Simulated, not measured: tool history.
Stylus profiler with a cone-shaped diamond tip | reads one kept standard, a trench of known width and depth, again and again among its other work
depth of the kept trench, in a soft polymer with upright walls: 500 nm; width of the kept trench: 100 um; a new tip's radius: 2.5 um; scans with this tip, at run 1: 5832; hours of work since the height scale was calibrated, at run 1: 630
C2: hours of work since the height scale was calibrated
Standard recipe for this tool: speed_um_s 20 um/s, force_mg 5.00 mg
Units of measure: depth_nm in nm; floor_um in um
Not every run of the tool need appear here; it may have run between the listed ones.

Run 1, hour 0.0: usual settings; scans with this tip 5832; C2 630. Result: depth_nm 507.62 nm, floor_um 96.70 um.
Run 2, hour 24.1: usual settings; scans with this tip 5954; C2 643. Result: depth_nm 507.67 nm, floor_um 96.65 um.
Run 3, hour 48.4: usual settings but speed_um_s 7 um/s; scans with this tip 6078; C2 656. Result: depth_nm 507.37 nm, floor_um 96.66 um.
Run 4, hour 73.1: usual settings but speed_um_s 7 um/s; scans with this tip 6202; C2 670. Result: depth_nm 507.72 nm, floor_um 96.70 um.
Run 5, hour 98.9: usual settings but speed_um_s 7 um/s; scans with this tip 6333; C2 684. Result: depth_nm 507.61 nm, floor_um 96.62 um.
Run 6, hour 131.5: usual settings but force_mg 4.45 mg; scans with this tip 6498; C2 701. Result: depth_nm 506.71 nm, floor_um 96.67 um.
Run 7, hour 148.5: usual settings but force_mg 4.45 mg; scans with this tip 6584; C2 711. Result: depth_nm 506.93 nm, floor_um 96.64 um.
Run 8, hour 162.2: usual settings; scans with this tip 6654; C2 718. Result: depth_nm 507.41 nm, floor_um 96.57 um.
Run 9, hour 196.1: usual settings; scans with this tip 6825; C2 737. Result: depth_nm 507.73 nm, floor_um 96.63 um.
Run 10, hour 212.1: usual settings; scans with this tip 6906; C2 746. Result: depth_nm 507.52 nm, floor_um 96.68 um.
Run 11, hour 241.9: usual settings but force_mg 3.38 mg; scans with this tip 7057; C2 762. Result: depth_nm 505.20 nm, floor_um 96.65 um.
Run 12, hour 271.4: usual settings; scans with this tip 7207; C2 778. Result: depth_nm 507.24 nm, floor_um 96.55 um.
Run 13, hour 303.7: usual settings but force_mg 2.66 mg; scans with this tip 7370; C2 796. Result: depth_nm 504.27 nm, floor_um 96.53 um.
Run 14, hour 332.2: usual settings but force_mg 2.66 mg; scans with this tip 7515; C2 811. Result: depth_nm 504.28 nm, floor_um 96.58 um.
Run 15, hour 347.9: usual settings but force_mg 2.66 mg; scans with this tip 7594; C2 820. Result: depth_nm 504.23 nm, floor_um 96.61 um.
Run 16, hour 380.4: usual settings but force_mg 1.69 mg; scans with this tip 7759; C2 838. Result: depth_nm 502.83 nm, floor_um 96.56 um.
Run 17, hour 409.6: usual settings but force_mg 1.69 mg; scans with this tip 7906; C2 854. Result: depth_nm 502.18 nm, floor_um 96.52 um.
Run 18, hour 437.5: usual settings but force_mg 3.72 mg; scans with this tip 8048; C2 869. Result: depth_nm 505.49 nm, floor_um 96.61 um.
Run 19, hour 467.0: usual settings but force_mg 2.12 mg; scans with this tip 8197; C2 885. Result: depth_nm 503.03 nm, floor_um 96.55 um.
Run 20, hour 499.1: usual settings but force_mg 4.70 mg; scans with this tip 8360; C2 903. Result: depth_nm 506.65 nm, floor_um 96.55 um.
Run 21, hour 531.9: usual settings; scans with this tip 8526; C2 920. Result: depth_nm 507.17 nm, floor_um 96.47 um.
Run 22, hour 562.2: usual settings; scans with this tip 8679; C2 937. Result: depth_nm 507.22 nm, floor_um 96.57 um.
Run 23, hour 587.3: usual settings but speed_um_s 10 um/s; scans with this tip 8807; C2 951. Result: depth_nm 507.17 nm, floor_um 96.51 um.
Run 24, hour 615.6: usual settings but speed_um_s 8 um/s, force_mg 2.85 mg; scans with this tip 8950; C2 966. Result: depth_nm 503.99 nm, floor_um 96.52 um.
Run 25, hour 641.6: usual settings but speed_um_s 8 um/s, force_mg 2.85 mg; scans with this tip 9081; C2 980. Result: depth_nm 504.01 nm, floor_um 96.55 um.
Run 26, hour 661.0: usual settings but speed_um_s 11 um/s, force_mg 14.73 mg; scans with this tip 9179; C2 991. Result: depth_nm 516.49 nm, floor_um 96.53 um.
Run 27, hour 688.8: usual settings but speed_um_s 11 um/s, force_mg 14.73 mg; scans with this tip 9320; C2 1006. Result: depth_nm 516.45 nm, floor_um 96.52 um.
Run 28, hour 712.0: usual settings but speed_um_s 18 um/s, force_mg 2.42 mg; scans with this tip 9438; C2 1019. Result: depth_nm 503.19 nm, floor_um 96.50 um.
Run 29, hour 745.0: usual settings but speed_um_s 18 um/s, force_mg 2.42 mg; scans with this tip 9605; C2 1037. Result: depth_nm 503.37 nm, floor_um 96.46 um.
Run 30, hour 775.7: usual settings but speed_um_s 28 um/s, force_mg 12.84 mg; scans with this tip 9761; C2 1054. Result: depth_nm 514.82 nm, floor_um 96.49 um.
Run 31, hour 808.9: usual settings but speed_um_s 28 um/s, force_mg 12.84 mg; scans with this tip 9929; C2 1072. Result: depth_nm 514.90 nm, floor_um 96.52 um.
Run 32, hour 833.9: usual settings but speed_um_s 28 um/s, force_mg 12.84 mg; scans with this tip 10055; C2 1086. Result: depth_nm 514.57 nm, floor_um 96.51 um.
At hour 836.4: height scale calibrated on a step standard.
Run 33, hour 848.2: usual settings but speed_um_s 28 um/s, force_mg 12.84 mg; scans with this tip 10125; C2 6. Result: depth_nm 513.10 nm, floor_um 96.50 um.
Run 34, hour 869.8: usual settings but speed_um_s 73 um/s, force_mg 3.59 mg; scans with this tip 10235; C2 18. Result: depth_nm 503.50 nm, floor_um 96.37 um.
Run 35, hour 887.4: usual settings but speed_um_s 31 um/s, force_mg 4.43 mg; scans with this tip 10324; C2 28. Result: depth_nm 504.60 nm, floor_um 96.43 um.
Run 36, hour 918.0: usual settings but speed_um_s 31 um/s, force_mg 4.43 mg; scans with this tip 10478; C2 45. Result: depth_nm 504.33 nm, floor_um 96.41 um.
At hour 920.5: height scale calibrated on a step standard, once more.
Run 37, hour 936.9: usual settings but speed_um_s 55 um/s, force_mg 2.73 mg; scans with this tip 10572; C2 9. Result: depth_nm 506.41 nm, floor_um 96.34 um.
Run 38, hour 961.4: usual settings but speed_um_s 7 um/s, force_mg 6.91 mg; scans with this tip 10696; C2 22. Result: depth_nm 511.31 nm, floor_um 96.46 um.
Run 39, hour 985.5: usual settings but speed_um_s 7 um/s, force_mg 4.31 mg; scans with this tip 10818; C2 36. Result: depth_nm 508.79 nm, floor_um 96.43 um.
Run 40, hour 1004.9: usual settings but force_mg 6.73 mg; scans with this tip 10916; C2 46. Result: depth_nm 511.39 nm, floor_um 96.38 um.
Run 41, hour 1020.6: usual settings but force_mg 6.73 mg; scans with this tip 10996; C2 55. Result: depth_nm 511.48 nm, floor_um 96.41 um.
Run 42, hour 1048.8: usual settings but force_mg 8.85 mg; scans with this tip 11139; C2 70. Result: depth_nm 513.80 nm, floor_um 96.40 um.
Run 43, hour 1074.7: usual settings but speed_um_s 32 um/s, force_mg 2.48 mg; scans with this tip 11270; C2 84. Result: depth_nm 505.92 nm, floor_um 96.41 um.
Run 44, hour 1102.9: usual settings but speed_um_s 32 um/s, force_mg 2.48 mg; scans with this tip 11413; C2 100. Result: depth_nm 505.89 nm, floor_um 96.35 um.
Run 45, hour 1127.9: usual settings but speed_um_s 31 um/s, force_mg 2.44 mg; scans with this tip 11539; C2 113. Result: depth_nm 505.82 nm, floor_um 96.35 um.

Measured less the same run without the tool's hidden state. The same run-to-run variation is in both; the gauge's scatter may not be:
Hidden conditions of the tool in this case: radius of the tip, um; height scale over the true one, %; drift of the gauge itself on depth_nm, %; drift of the gauge itself on floor_um, %.
run  depth_nm  floor_um
  1     -1.42     -0.29
  2     -1.45     -0.30
  3     -1.47     -0.31
  4     -1.51     -0.31
  5     -1.53     -0.32
  6     -1.56     -0.33
  7     -1.58     -0.34
  8     -1.60     -0.34
  9     -1.64     -0.35
 10     -1.65     -0.35
 11     -1.68     -0.36
 12     -1.72     -0.36
 13     -1.75     -0.38
 14     -1.78     -0.38
 15     -1.80     -0.39
 16     -1.83     -0.40
 17     -1.86     -0.40
 18     -1.89     -0.41
 19     -1.92     -0.42
 20     -1.97     -0.42
 21     -2.01     -0.44
 22     -2.05     -0.44
 23     -2.07     -0.45
 24     -2.10     -0.46
 25     -2.12     -0.46
 26     -2.20     -0.47
 27     -2.23     -0.48
 28     -2.20     -0.48
 29     -2.24     -0.50
 30     -2.32     -0.50
 31     -2.36     -0.51
 32     -2.39     -0.51
 33     -3.79     -0.52
 34     -3.75     -0.53
 35     -3.77     -0.53
 36     -3.81     -0.54
 37     +0.36     -0.54
 38     +0.34     -0.55
 39     +0.31     -0.55
 40     +0.29     -0.56
 41     +0.28     -0.56
 42     +0.24     -0.57
 43     +0.21     -0.58
 44     +0.18     -0.59
 45     +0.16     -0.59

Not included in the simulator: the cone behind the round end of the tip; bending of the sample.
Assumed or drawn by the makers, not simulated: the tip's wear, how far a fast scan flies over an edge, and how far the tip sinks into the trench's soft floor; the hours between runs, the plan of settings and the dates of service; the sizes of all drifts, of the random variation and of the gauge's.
